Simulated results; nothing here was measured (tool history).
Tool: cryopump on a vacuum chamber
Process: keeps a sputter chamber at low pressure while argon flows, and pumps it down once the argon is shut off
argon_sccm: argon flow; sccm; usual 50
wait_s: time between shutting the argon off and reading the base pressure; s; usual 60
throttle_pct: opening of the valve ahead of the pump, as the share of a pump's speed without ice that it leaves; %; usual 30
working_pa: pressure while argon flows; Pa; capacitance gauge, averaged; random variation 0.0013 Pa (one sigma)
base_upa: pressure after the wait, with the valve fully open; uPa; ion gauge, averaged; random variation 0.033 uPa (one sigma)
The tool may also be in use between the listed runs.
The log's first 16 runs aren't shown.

run	hour	argon_sccm	wait_s	throttle_pct	hours of work since the pump was warmed up and emptied	hours of work since the cold head was overhauled	hours of work since the chamber's fittings were tightened	working_pa	base_upa
17	1562.3	24	60	27	80	1271	1473	0.1603	3.11
18	1678.5	24	60	27	145	1336	1538	0.1635	3.16
19	1768.0	24	60	27	195	1386	1587	0.1619	3.20
20	1835.6	50	46	30	232	1423	1625	0.3068	3.65
21	1901.9	69	42	32	269	1460	1662	0.4007	3.96
22	1972.6	69	100	27	308	1499	1701	0.4744	2.78
23	2081.5	91	26	30	369	1560	1762	0.5639	5.29
24	2145.8	45	37	47	405	1596	1797	0.1825	4.43
25	2202.4	44	80	27	436	1627	1829	0.3034	3.19

Forecast run 26:
26	2313.7	39	96	27	498	1689	1891	?	?

{"run 26": {"working_pa": 0.2718, "base_upa": 3.0}}
Without the tool's hidden state the same run would have given working_pa 0.2599 Pa, base_upa 1.17 uPa.
